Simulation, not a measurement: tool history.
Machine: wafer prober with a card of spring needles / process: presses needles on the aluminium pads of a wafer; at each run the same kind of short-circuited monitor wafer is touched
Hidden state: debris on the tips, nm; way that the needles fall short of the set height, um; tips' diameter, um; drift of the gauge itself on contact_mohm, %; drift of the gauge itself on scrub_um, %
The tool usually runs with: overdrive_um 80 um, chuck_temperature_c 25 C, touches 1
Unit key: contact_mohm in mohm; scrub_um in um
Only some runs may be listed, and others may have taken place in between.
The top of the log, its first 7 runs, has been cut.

| run | day | overdrive_um | chuck_temperature_c | touches | touches since the tips were cleaned | cleanings since the card got new needles | touches since the first contact's height was set | contact_mohm | scrub_um |
|---|---|---|---|---|---|---|---|---|---|
| 8 | 2.392 | 80 | 25 | 1 | 3619 | 24 | 51074 | 254 | 15.23 |
|  | 2.504 | tips cleaned on abrasive film |
| 9 | 2.771 | 80 | 25 | 1 | 3293 | 25 | 55690 | 247 | 15.21 |
|  | 2.900 | tips cleaned on abrasive film |
| 10 | 3.029 | 80 | 25 | 1 | 1600 | 26 | 58804 | 239 | 15.22 |
| 11 | 3.275 | 80 | 25 | 1 | 4608 | 26 | 61812 | 254 | 15.23 |
|  | 3.312 | tips cleaned on abrasive film |
| 12 | 3.617 | 90 | 25 | 1 | 3774 | 27 | 65977 | 245 | 17.14 |
|  | 3.712 | tips cleaned on abrasive film |
| 13 | 3.842 | 90 | 25 | 1 | 1577 | 28 | 68651 | 234 | 17.12 |
|  | 4.112 | tips cleaned on abrasive film |
| 14 | 4.246 | 80 | 25 | 2 | 1632 | 29 | 73587 | 232 | 15.18 |
| 15 | 4.438 | 80 | 25 | 2 | 3954 | 29 | 75909 | 242 | 15.20 |
|  | 4.529 | tips cleaned on abrasive film |
|  | 4.621 | height of the first contact set anew |
| 16 | 4.638 | 80 | 25 | 2 | 1197 | 30 | 202 | 226 | 15.39 |
|  | 4.938 | tips cleaned on abrasive film |
| 17 | 5.025 | 84 | 25 | 3 | 1055 | 31 | 4870 | 222 | 16.17 |
| 18 | 5.221 | 84 | 25 | 3 | 3486 | 31 | 7301 | 226 | 16.14 |
|  | 5.350 | tips cleaned on abrasive film |
| 19 | 5.625 | 71 | 116 | 2 | 3361 | 32 | 12217 | 262 | 13.63 |
|  | 5.738 | tips cleaned on abrasive film |
| 20 | 5.942 | 80 | 61 | 2 | 2477 | 33 | 16036 | 242 | 15.34 |
|  | 6.138 | tips cleaned on abrasive film |
| 21 | 6.321 | 75 | 26 | 1 | 2262 | 34 | 20674 | 247 | 14.35 |
|  | 6.550 | tips cleaned on abrasive film |
| 22 | 6.725 | 78 | 25 | 2 | 2140 | 35 | 25568 | 232 | 14.96 |
|  | 6.942 | tips cleaned on abrasive film |
| 23 | 6.983 | 63 | 25 | 2 | 533 | 36 | 28682 | 226 | 12.04 |
| 24 | 7.208 | 63 | 25 | 2 | 3286 | 36 | 31435 | 248 | 12.05 |
|  | 7.329 | tips cleaned on abrasive film |
| 25 | 7.404 | 98 | 71 | 1 | 903 | 37 | 33780 | 238 | 18.70 |
| 26 | 7.617 | 98 | 71 | 1 | 3558 | 37 | 36435 | 252 | 18.75 |
|  | 7.721 | tips cleaned on abrasive film |
| 27 | 7.833 | 98 | 71 | 1 | 1351 | 38 | 39008 | 244 | 18.72 |
|  | 8.121 | tips cleaned on abrasive film |
| 28 | 8.133 | 98 | 71 | 1 | 159 | 39 | 42665 | 231 | 18.69 |
|  | 8.521 | tips cleaned on abrasive film |
| 29 | 8.525 | 80 | 45 | 2 | 32 | 40 | 47401 | 224 | 15.25 |
| 30 | 8.696 | 71 | 114 | 1 | 2161 | 40 | 49530 | 266 | 13.52 |
|  | 8.938 | tips cleaned on abrasive film |
| 31 | 9.062 | 98 | 30 | 1 | 1526 | 41 | 53941 | 230 | 18.64 |
| 32 | 9.233 | 98 | 30 | 1 | 3639 | 41 | 56054 | 245 | 18.72 |

Branching from run 32: 3 alternative next runs. What would each branch give?
|  | 9.342 | tips cleaned on abrasive film |
| A | 9.450 | 66 | 29 | 3 | 1351 | 42 | 58664 | ? | ? |
|  | 9.342 | tips cleaned on abrasive film |
| B | 9.450 | 96 | 25 | 1 | 1351 | 42 | 58664 | ? | ? |
|  | 9.342 | tips cleaned on abrasive film |
| C | 9.450 | 100 | 50 | 2 | 1351 | 42 | 58664 | ? | ? |

| run | contact_mohm | scrub_um |
|---|---|---|
| A | 232 | 12.50 |
| B | 234 | 18.30 |
| C | 230 | 19.03 |
Without the tool's hidden state the same runs would have given:
| run | contact_mohm | scrub_um |
|---|---|---|
| A | 223 | 12.69 |
| B | 220 | 18.48 |
| C | 222 | 19.22 |
